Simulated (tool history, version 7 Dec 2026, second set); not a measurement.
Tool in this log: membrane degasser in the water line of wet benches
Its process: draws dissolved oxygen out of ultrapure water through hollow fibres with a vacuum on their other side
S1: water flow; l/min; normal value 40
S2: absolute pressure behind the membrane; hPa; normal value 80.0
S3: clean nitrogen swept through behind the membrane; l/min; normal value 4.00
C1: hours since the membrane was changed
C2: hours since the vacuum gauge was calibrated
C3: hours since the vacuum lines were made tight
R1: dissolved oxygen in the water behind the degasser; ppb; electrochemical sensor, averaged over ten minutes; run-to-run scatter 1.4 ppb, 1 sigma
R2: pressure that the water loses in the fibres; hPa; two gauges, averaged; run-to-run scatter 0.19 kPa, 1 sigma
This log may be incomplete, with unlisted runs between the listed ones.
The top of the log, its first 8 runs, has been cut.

run    hour  S1     S2     S3    C1    C2    C3     R1     R2
  9   279.9  40  181.2   4.00  2164   897   817  362.4  415.2
 10   319.7  40  181.2   4.00  2204   937   857  364.9  410.2
 11   375.1  40  181.2   4.00  2259   992   912  361.3  413.6
 12   400.4  40  181.2   4.00  2284  1018   937  367.7  414.5
 13   446.8  40  181.2   4.00  2331  1064   984  366.4  412.4
 14   499.0  40  181.2   4.00  2383  1116  1036  361.0  413.6
 15   548.8  40  181.2   4.00  2433  1166  1086  357.6  418.7
 16   591.1  40   80.0   1.80  2475  1208  1128  255.5  416.6
 17   635.5  39   80.0   2.93  2519  1253  1173  170.4  403.9
 18   669.0  39   80.0   2.93  2553  1286  1206  168.9  402.4
 19   716.6  39   80.0   2.93  2600  1334  1254  168.3  402.7
 20   746.5  39   80.0   4.10  2630  1364  1284  130.1  402.8
 21   805.4  40   80.0  11.18  2689  1423  1342   66.5  411.8
 22   864.1  40  128.5   6.01  2748  1481  1401  173.2  414.0
 23   899.4  44   75.8  11.64  2783  1517  1436   76.7  455.0
 24   951.4  44   75.8  11.64  2835  1569  1488   75.1  455.6
 25   982.1  46   80.0   4.00  2866  1599  1519  170.3  477.9
 26  1037.9  34   48.4   2.94  2922  1655  1575   59.1  352.1
 27  1069.7  34   48.4   2.94  2954  1687  1607   59.3  351.4
 28  1111.3  43   48.4   2.80  2995  1729  1648   96.5  445.5
 29  1168.0  43   48.4   2.80  3052  1785  1705   94.7  447.8
 30  1193.0  27   82.3  11.21  3077  1810  1730   33.9  276.7

Forecast each of these 4 alternatives for the next run:
  A  1238.3  41  55.6   5.17  3122  1856  1775   ?   ?
  B  1238.3  34  58.5  11.21  3122  1856  1775   ?   ?
  C  1238.3  44  80.0   1.99  3122  1856  1775   ?   ?
  D  1238.3  33  80.0   4.00  3122  1856  1775   ?   ?

run     R1     R2
  A   73.2  425.6
  B   33.4  351.9
  C  270.3  456.6
  D  105.7  340.1
Take away the tool's hidden state, keep each run's random variation, and the runs would have read:
run     R1     R2
  A   67.7  417.2
  B   30.8  345.0
  C  260.1  447.6
  D  101.6  333.3

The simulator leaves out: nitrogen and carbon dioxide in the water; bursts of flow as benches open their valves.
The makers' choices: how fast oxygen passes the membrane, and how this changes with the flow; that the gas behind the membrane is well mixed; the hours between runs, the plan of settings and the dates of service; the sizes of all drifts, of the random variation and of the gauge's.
